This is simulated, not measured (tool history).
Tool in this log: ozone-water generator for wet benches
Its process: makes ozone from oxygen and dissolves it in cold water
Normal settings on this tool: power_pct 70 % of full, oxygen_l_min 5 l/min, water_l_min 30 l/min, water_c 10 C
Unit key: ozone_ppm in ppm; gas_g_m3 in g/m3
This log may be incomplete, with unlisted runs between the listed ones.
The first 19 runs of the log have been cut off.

run 20 hour=860.3 | power_pct=82 oxygen_l_min=2.75 water_l_min=21 water_c=8 | ozone_ppm=18.2 gas_g_m3=294.7
run 21 hour=914.5 | power_pct=44 oxygen_l_min=8.12 water_l_min=30 water_c=15 | ozone_ppm=11 gas_g_m3=124.6
run 22 hour=955.2 | power_pct=65 oxygen_l_min=5 water_l_min=30 water_c=10 | ozone_ppm=13.5 gas_g_m3=203.5
run 23 hour=1014.7 | power_pct=65 oxygen_l_min=5 water_l_min=33 water_c=11 | ozone_ppm=12.2 gas_g_m3=201.2
run 24 hour=1066.8 | power_pct=70 oxygen_l_min=2.84 water_l_min=30 water_c=10 | ozone_ppm=11 gas_g_m3=251.8
run 25 hour=1096.3 | power_pct=70 oxygen_l_min=2.84 water_l_min=30 water_c=10 | ozone_ppm=11.1 gas_g_m3=253.1
run 26 hour=1124.3 | power_pct=70 oxygen_l_min=8.69 water_l_min=30 water_c=10 | ozone_ppm=17 gas_g_m3=178.7
run 27 hour=1176.7 | power_pct=70 oxygen_l_min=8.69 water_l_min=30 water_c=10 | ozone_ppm=17 gas_g_m3=179.9
run 28 hour=1230.3 | power_pct=70 oxygen_l_min=8.69 water_l_min=39 water_c=11 | ozone_ppm=13.5 gas_g_m3=178.7
run 29 hour=1280.7 | power_pct=70 oxygen_l_min=8.69 water_l_min=39 water_c=11 | ozone_ppm=13.6 gas_g_m3=178.9
run 30 hour=1320.1 | power_pct=70 oxygen_l_min=8.69 water_l_min=39 water_c=11 | ozone_ppm=13.3 gas_g_m3=176.3
run 31 hour=1357.8 | power_pct=70 oxygen_l_min=8.69 water_l_min=39 water_c=11 | ozone_ppm=13.5 gas_g_m3=177.9
run 32 hour=1397 | power_pct=92 oxygen_l_min=2.75 water_l_min=34 water_c=7 | ozone_ppm=11.9 gas_g_m3=314.7
run 33 hour=1456 | power_pct=92 oxygen_l_min=2.75 water_l_min=34 water_c=7 | ozone_ppm=11.6 gas_g_m3=315.7

4 ways to go on from here, each from the tool as it stands after run 33. What would each give?
run A hour=1510.7 | power_pct=89 oxygen_l_min=3.36 water_l_min=34 water_c=7 | ozone_ppm=? gas_g_m3=?
run B hour=1510.7 | power_pct=70 oxygen_l_min=3.69 water_l_min=48 water_c=10 | ozone_ppm=? gas_g_m3=?
run C hour=1510.7 | power_pct=92 oxygen_l_min=2.75 water_l_min=34 water_c=6 | ozone_ppm=? gas_g_m3=?
run D hour=1510.7 | power_pct=92 oxygen_l_min=6.26 water_l_min=34 water_c=12 | ozone_ppm=? gas_g_m3=?

run=A ozone_ppm=12.7 gas_g_m3=290.4
run=B ozone_ppm=7.6 gas_g_m3=228.7
run=C ozone_ppm=11.9 gas_g_m3=316.4
run=D ozone_ppm=16.7 gas_g_m3=246.2
The same runs, with their run-to-run variation unchanged, on a tool lacking any hidden condition would have given:
run=A ozone_ppm=14.4 gas_g_m3=309.2
run=B ozone_ppm=8.5 gas_g_m3=241
run=C ozone_ppm=13.4 gas_g_m3=337.3
run=D ozone_ppm=18.9 gas_g_m3=262.5

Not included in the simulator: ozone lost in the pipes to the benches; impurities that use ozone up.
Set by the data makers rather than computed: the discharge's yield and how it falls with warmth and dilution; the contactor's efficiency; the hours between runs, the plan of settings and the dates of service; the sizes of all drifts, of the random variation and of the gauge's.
